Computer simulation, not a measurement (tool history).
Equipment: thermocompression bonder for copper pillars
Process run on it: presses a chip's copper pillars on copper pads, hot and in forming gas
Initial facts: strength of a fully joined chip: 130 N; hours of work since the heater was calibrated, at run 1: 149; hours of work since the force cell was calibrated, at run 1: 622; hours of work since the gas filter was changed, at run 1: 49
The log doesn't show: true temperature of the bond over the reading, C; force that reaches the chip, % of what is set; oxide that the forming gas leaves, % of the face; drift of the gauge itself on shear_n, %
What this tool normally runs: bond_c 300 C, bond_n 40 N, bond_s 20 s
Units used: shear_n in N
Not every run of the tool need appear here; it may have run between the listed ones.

| run | hour | bond_c | bond_n | bond_s | hours of work since the heater was calibrated | hours of work since the force cell was calibrated | hours of work since the gas filter was changed | shear_n |
|---|---|---|---|---|---|---|---|---|
| 1 | 0.0 | 300 | 40 | 20 | 149 | 622 | 49 | 96.3 |
| 2 | 24.0 | 300 | 40 | 20 | 168 | 641 | 67 | 96.2 |
| 3 | 46.0 | 300 | 40 | 20 | 184 | 658 | 84 | 94.6 |
| 4 | 94.3 | 300 | 40 | 20 | 222 | 695 | 121 | 94.1 |
| 5 | 135.4 | 293 | 40 | 20 | 253 | 727 | 153 | 87.4 |
| 6 | 182.5 | 304 | 40 | 20 | 290 | 763 | 189 | 95.7 |
|  | 220.3 | forming gas filter changed |
| 7 | 226.6 | 300 | 57 | 20 | 323 | 797 | 5 | 109.8 |
| 8 | 250.8 | 300 | 57 | 28 | 342 | 816 | 24 | 113.5 |
| 9 | 295.9 | 300 | 40 | 20 | 377 | 850 | 58 | 95.0 |
| 10 | 323.1 | 300 | 40 | 20 | 398 | 871 | 79 | 96.1 |
| 11 | 345.5 | 300 | 40 | 20 | 415 | 889 | 97 | 96.6 |
| 12 | 393.6 | 300 | 40 | 20 | 452 | 926 | 134 | 94.7 |
|  | 398.3 | heater calibrated with a thermocouple chip |
| 13 | 436.0 | 284 | 40 | 20 | 29 | 957 | 165 | 80.2 |
| 14 | 480.4 | 284 | 46 | 30 | 63 | 991 | 199 | 92.6 |
|  | 508.4 | forming gas filter changed |
| 15 | 519.6 | 296 | 41 | 24 | 93 | 1021 | 9 | 99.6 |
| 16 | 551.1 | 296 | 41 | 24 | 118 | 1045 | 33 | 100.9 |
| 17 | 585.9 | 318 | 36 | 52 | 144 | 1072 | 60 | 120.8 |
| 18 | 613.8 | 290 | 46 | 25 | 166 | 1094 | 81 | 97.0 |
|  | 618.9 | heater calibrated with a thermocouple chip, once more |
| 19 | 644.0 | 290 | 46 | 25 | 19 | 1115 | 103 | 92.2 |
| 20 | 680.7 | 329 | 40 | 53 | 48 | 1144 | 131 | 120.5 |
| 21 | 719.1 | 311 | 33 | 39 | 77 | 1173 | 161 | 106.7 |
| 22 | 741.2 | 304 | 38 | 24 | 94 | 1190 | 178 | 94.7 |
| 23 | 786.9 | 318 | 58 | 14 | 130 | 1226 | 213 | 103.0 |

Below, each run's measurement less what the same run would have read without the hidden state. Both values contain the same run-to-run variation, but the gauge's scatter may not be the same in both:
| run | shear_n |
|---|---|
| 1 | -1.6 |
| 2 | -2.0 |
| 3 | -2.4 |
| 4 | -3.3 |
| 5 | -3.8 |
| 6 | -5.3 |
| 7 | +0.3 |
| 8 | -0.3 |
| 9 | -0.9 |
| 10 | -1.4 |
| 11 | -1.9 |
| 12 | -2.7 |
| 13 | -2.1 |
| 14 | -3.7 |
| 15 | +1.4 |
| 16 | +0.7 |
| 17 | -1.5 |
| 18 | -0.4 |
| 19 | -5.5 |
| 20 | -5.4 |
| 21 | -7.1 |
| 22 | -7.4 |
| 23 | -8.5 |
